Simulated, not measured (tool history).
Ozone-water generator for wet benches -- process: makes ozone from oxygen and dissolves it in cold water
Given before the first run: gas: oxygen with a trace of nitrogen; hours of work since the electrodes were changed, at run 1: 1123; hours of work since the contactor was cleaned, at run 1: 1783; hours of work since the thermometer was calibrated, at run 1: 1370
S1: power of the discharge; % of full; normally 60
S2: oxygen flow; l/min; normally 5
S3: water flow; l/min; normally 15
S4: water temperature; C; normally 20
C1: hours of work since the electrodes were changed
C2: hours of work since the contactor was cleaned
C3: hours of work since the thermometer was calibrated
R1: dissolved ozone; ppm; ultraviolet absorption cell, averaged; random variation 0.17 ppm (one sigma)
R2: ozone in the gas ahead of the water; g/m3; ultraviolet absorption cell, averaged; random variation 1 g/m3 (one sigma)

Run 1, hour 0: usual settings; C1 1123; C2 1783; C3 1370. Result: R1 22.7 ppm, R2 173.4 g/m3.
Run 2, hour 27.2: usual settings but S2 4.57 l/min; C1 1145; C2 1805; C3 1392. Result: R1 23.2 ppm, R2 180.2 g/m3.
Run 3, hour 46.5: usual settings but S2 4.57 l/min, S4 18 C; C1 1160; C2 1820; C3 1408. Result: R1 23.8 ppm, R2 181.3 g/m3.
Run 4, hour 75.1: usual settings but S2 4.57 l/min, S4 18 C; C1 1183; C2 1843; C3 1430. Result: R1 23.8 ppm, R2 181.7 g/m3.
Run 5, hour 97.6: usual settings but S2 4.57 l/min, S3 21 l/min, S4 18 C; C1 1201; C2 1861; C3 1448. Result: R1 17.9 ppm, R2 181.8 g/m3.
Run 6, hour 123: usual settings; C1 1221; C2 1881; C3 1469. Result: R1 22.5 ppm, R2 173.2 g/m3.
Run 7, hour 144.5: usual settings; C1 1238; C2 1898; C3 1486. Result: R1 22.5 ppm, R2 172.3 g/m3.
Run 8, hour 180.3: usual settings; C1 1267; C2 1927; C3 1514. Result: R1 22.8 ppm, R2 174.3 g/m3.
Run 9, hour 208: usual settings; C1 1289; C2 1949; C3 1536. Result: R1 22.6 ppm, R2 172.9 g/m3.
Run 10, hour 224.4: usual settings; C1 1302; C2 1962; C3 1549. Result: R1 22.7 ppm, R2 172 g/m3.
Run 11, hour 247.4: usual settings; C1 1320; C2 1980; C3 1568. Result: R1 22.6 ppm, R2 172 g/m3.
Run 12, hour 280.5: usual settings but S3 12 l/min; C1 1347; C2 2007; C3 1594. Result: R1 26.1 ppm, R2 171.7 g/m3.
Run 13, hour 308.2: usual settings but S3 12 l/min; C1 1369; C2 2029; C3 1616. Result: R1 26.3 ppm, R2 172.6 g/m3.
Run 14, hour 326.4: usual settings but S3 12 l/min; C1 1383; C2 2043; C3 1631. Result: R1 26.4 ppm, R2 172.3 g/m3.
Run 15, hour 356.4: usual settings but S3 12 l/min; C1 1407; C2 2067; C3 1655. Result: R1 26.4 ppm, R2 171.1 g/m3.
Run 16, hour 386.5: usual settings but S1 51 % of full, S2 3.45 l/min, S3 12 l/min, S4 25 C; C1 1431; C2 2091; C3 1679. Result: R1 22.3 ppm, R2 190.9 g/m3.
Run 17, hour 422.4: usual settings but S1 41 % of full, S2 5.02 l/min, S3 12 l/min, S4 19 C; C1 1460; C2 2120; C3 1707. Result: R1 19.9 ppm, R2 125 g/m3.
Run 18, hour 442.2: usual settings but S1 41 % of full, S2 5.02 l/min, S3 12 l/min, S4 19 C; C1 1476; C2 2135; C3 1723. Result: R1 19.8 ppm, R2 126.6 g/m3.
Run 19, hour 471.4: usual settings but S1 93 % of full, S2 5.02 l/min, S3 21 l/min, S4 19 C; C1 1499; C2 2159; C3 1746. Result: R1 24.9 ppm, R2 241.4 g/m3.
Run 20, hour 503.5: usual settings but S1 86 % of full, S2 5.02 l/min, S3 21 l/min, S4 19 C; C1 1525; C2 2184; C3 1772. Result: R1 23.4 ppm, R2 231.5 g/m3.

Below are 3 alternative next runs, each starting from the tool's condition after run 20. Predict each:
Run A, hour 534: usual settings but S1 66 % of full, S2 6.23 l/min, S4 13 C; C1 1549; C2 2209; C3 1796. Result: R1 ?, R2 ?.
Run B, hour 534: usual settings but S2 6.88 l/min, S3 20 l/min; C1 1549; C2 2209; C3 1796. Result: R1 ?, R2 ?.
Run C, hour 534: usual settings but S3 16 l/min; C1 1549; C2 2209; C3 1796. Result: R1 ?, R2 ?.

run    R1     R2
  A  26.6  161.8
  B  17.6    140
  C  21.7  171.9
The same runs, with their run-to-run variation unchanged, on a tool lacking any hidden condition would have given:
run    R1     R2
  A  27.8  166.7
  B  18.3  143.8
  C  22.6  176.6
